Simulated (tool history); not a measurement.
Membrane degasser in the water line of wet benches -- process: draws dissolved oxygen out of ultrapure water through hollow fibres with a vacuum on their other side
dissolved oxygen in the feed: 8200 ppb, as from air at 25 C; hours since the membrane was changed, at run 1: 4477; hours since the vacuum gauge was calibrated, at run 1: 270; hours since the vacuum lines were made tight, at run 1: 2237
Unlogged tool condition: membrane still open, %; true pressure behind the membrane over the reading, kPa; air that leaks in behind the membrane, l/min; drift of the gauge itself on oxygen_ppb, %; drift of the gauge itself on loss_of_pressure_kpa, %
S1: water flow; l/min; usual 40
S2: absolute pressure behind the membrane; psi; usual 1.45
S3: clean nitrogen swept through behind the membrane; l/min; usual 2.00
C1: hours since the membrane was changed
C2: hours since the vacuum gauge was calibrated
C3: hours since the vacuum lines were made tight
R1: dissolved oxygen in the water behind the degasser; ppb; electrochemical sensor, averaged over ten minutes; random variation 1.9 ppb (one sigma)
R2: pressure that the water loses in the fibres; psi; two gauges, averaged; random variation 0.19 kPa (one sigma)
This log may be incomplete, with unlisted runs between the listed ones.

run	hour	S1	S2	S3	C1	C2	C3	R1	R2
1	0.0	40	1.45	2.00	4477	270	2237	307.8	6.129
2	186.0	40	1.45	2.00	4663	456	2423	311.4	6.113
3	307.2	40	1.07	2.00	4785	577	2544	198.4	6.100
4	449.0	40	1.07	2.00	4926	719	2686	198.7	6.108
5	636.3	40	1.07	2.00	5114	906	2873	199.5	6.145
6	791.9	40	1.45	2.00	5269	1062	3028	310.8	6.150
7	957.8	40	2.47	2.00	5435	1228	3194	592.3	6.125
8	1104.4	40	1.45	1.86	5582	1374	3341	332.9	6.150
# hour 1119.7: vacuum gauge calibrated
9	1230.4	40	1.45	1.86	5707	111	3466	330.1	6.103
10	1372.9	50	1.45	3.23	5850	253	3609	270.0	7.675
11	1479.8	32	1.45	3.30	5957	360	3716	164.3	4.941
12	1567.2	39	1.45	2.00	6044	448	3803	309.1	5.992
# hour 1704.2: vacuum gauge calibrated, once more
13	1704.2	39	1.96	2.00	6181	0	3940	441.1	6.003
14	1809.4	40	1.45	1.85	6286	105	4045	333.1	6.193
15	1908.7	50	1.45	1.36	6385	204	4144	518.1	7.744
16	2094.3	50	2.22	1.92	6571	390	4330	668.0	7.744
17	2266.7	32	2.32	5.29	6743	563	4502	192.0	4.911
18	2468.4	58	1.83	2.98	6945	764	4704	447.7	8.988

Here are 5 independent what-if runs from the current tool condition. What would each one return?
A	2637.8	55	1.83	2.98	7114	934	4873	?	?
B	2637.8	40	1.12	2.00	7114	934	4873	?	?
C	2637.8	36	1.45	2.00	7114	934	4873	?	?
D	2637.8	58	3.15	2.21	7114	934	4873	?	?
E	2637.8	59	1.45	2.00	7114	934	4873	?	?

run	R1	R2
A	426.0	8.501
B	217.8	6.206
C	286.2	5.649
D	989.5	9.127
E	470.6	9.177
What these runs would have given with no unlogged condition in the tool:
run	R1	R2
A	408.2	8.067
B	206.9	5.890
C	275.8	5.366
D	968.6	8.663
E	449.9	8.710

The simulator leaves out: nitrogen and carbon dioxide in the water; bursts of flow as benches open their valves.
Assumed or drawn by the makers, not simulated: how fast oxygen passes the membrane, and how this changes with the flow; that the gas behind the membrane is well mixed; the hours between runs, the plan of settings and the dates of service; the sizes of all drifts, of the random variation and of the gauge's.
